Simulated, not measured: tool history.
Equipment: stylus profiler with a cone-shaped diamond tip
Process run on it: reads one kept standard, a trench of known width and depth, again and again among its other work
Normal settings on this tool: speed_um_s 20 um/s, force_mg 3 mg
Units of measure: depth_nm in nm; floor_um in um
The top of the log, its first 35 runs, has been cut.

Run 36, day 72.575: usual settings but speed_um_s 8 um/s, force_mg 2.42 mg. Result: depth_nm 508.23 nm, floor_um 47.33 um.
Run 37, day 74.65: usual settings but speed_um_s 19 um/s, force_mg 2.42 mg. Result: depth_nm 508.29 nm, floor_um 47.23 um.
Run 38, day 76.667: usual settings but speed_um_s 19 um/s, force_mg 1.71 mg. Result: depth_nm 506.47 nm, floor_um 47.23 um.
Run 39, day 78.396: usual settings but speed_um_s 9 um/s, force_mg 1.3 mg. Result: depth_nm 505.55 nm, floor_um 47.28 um.
Run 40, day 79.812: usual settings but speed_um_s 6 um/s, force_mg 8.84 mg. Result: depth_nm 519.84 nm, floor_um 47.29 um.
Run 41, day 82.192: usual settings but speed_um_s 57 um/s, force_mg 1.39 mg. Result: depth_nm 505.7 nm, floor_um 46.97 um.
Run 42, day 84: usual settings but speed_um_s 57 um/s, force_mg 1.39 mg. Result: depth_nm 505.55 nm, floor_um 46.88 um.
Run 43, day 85.65: usual settings but speed_um_s 57 um/s, force_mg 1.39 mg. Result: depth_nm 505.59 nm, floor_um 46.92 um.

What if the next run were any one of these 5? Each begins from the tool's condition after run 43:
Run A, day 87.596: usual settings but force_mg 6.28 mg. Result: depth_nm ?, floor_um ?.
Run B, day 87.596: usual settings but speed_um_s 57 um/s, force_mg 3.28 mg. Result: depth_nm ?, floor_um ?.
Run C, day 87.596: usual settings but speed_um_s 5 um/s. Result: depth_nm ?, floor_um ?.
Run D, day 87.596: usual settings but speed_um_s 29 um/s, force_mg 8.53 mg. Result: depth_nm ?, floor_um ?.
Run E, day 87.596: usual settings but speed_um_s 33 um/s, force_mg 2.87 mg. Result: depth_nm ?, floor_um ?.

run  depth_nm  floor_um
  A    515.91     47.28
  B    510.19     47.06
  C    509.77     47.35
  D    519.26     47.25
  E     509.2     47.14
What these runs would have given with no unlogged condition in the tool:
run  depth_nm  floor_um
  A    515.95      47.3
  B    510.23     47.08
  C    509.81     47.37
  D     519.3     47.27
  E    509.24     47.16
